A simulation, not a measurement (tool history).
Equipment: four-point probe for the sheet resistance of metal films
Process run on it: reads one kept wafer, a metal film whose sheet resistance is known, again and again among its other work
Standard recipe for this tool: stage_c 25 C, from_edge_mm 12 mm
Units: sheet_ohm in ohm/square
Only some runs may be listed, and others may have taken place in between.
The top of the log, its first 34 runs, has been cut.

run 35 day=21.542 | stage_c=19 from_edge_mm=46 | sheet_ohm=18.062487
run 36 day=22.321 | stage_c=18 from_edge_mm=8 | sheet_ohm=18.154071
run 37 day=22.875 | stage_c=23 from_edge_mm=69 | sheet_ohm=17.966138
run 38 day=23.596 | stage_c=23 from_edge_mm=69 | sheet_ohm=17.973095
run 39 day=24.004 | stage_c=23 from_edge_mm=69 | sheet_ohm=17.972252
run 40 day=24.442 | stage_c=20 from_edge_mm=33 | sheet_ohm=18.038612
run 41 day=25.200 | stage_c=20 from_edge_mm=33 | sheet_ohm=18.045372
run 42 day=25.862 | stage_c=20 from_edge_mm=33 | sheet_ohm=18.043639
run 43 day=26.538 | stage_c=28 from_edge_mm=19 | sheet_ohm=17.855848
run 44 day=27.271 | stage_c=18 from_edge_mm=7 | sheet_ohm=18.173225
run 45 day=27.683 | stage_c=21 from_edge_mm=37 | sheet_ohm=18.023014
run 46 day=28.342 | stage_c=33 from_edge_mm=9 | sheet_ohm=17.777867

Here are 3 independent what-if runs from the current tool condition. What would each one return?
run A day=28.958 | stage_c=25 from_edge_mm=4 | sheet_ohm=?
run B day=28.958 | stage_c=31 from_edge_mm=12 | sheet_ohm=?
run C day=28.958 | stage_c=34 from_edge_mm=45 | sheet_ohm=?

run=A sheet_ohm=18.162501
run=B sheet_ohm=17.800127
run=C sheet_ohm=17.716852
Without the tool's unlogged condition, the same runs would have read:
run=A sheet_ohm=18.200078
run=B sheet_ohm=17.836961
run=C sheet_ohm=17.753506
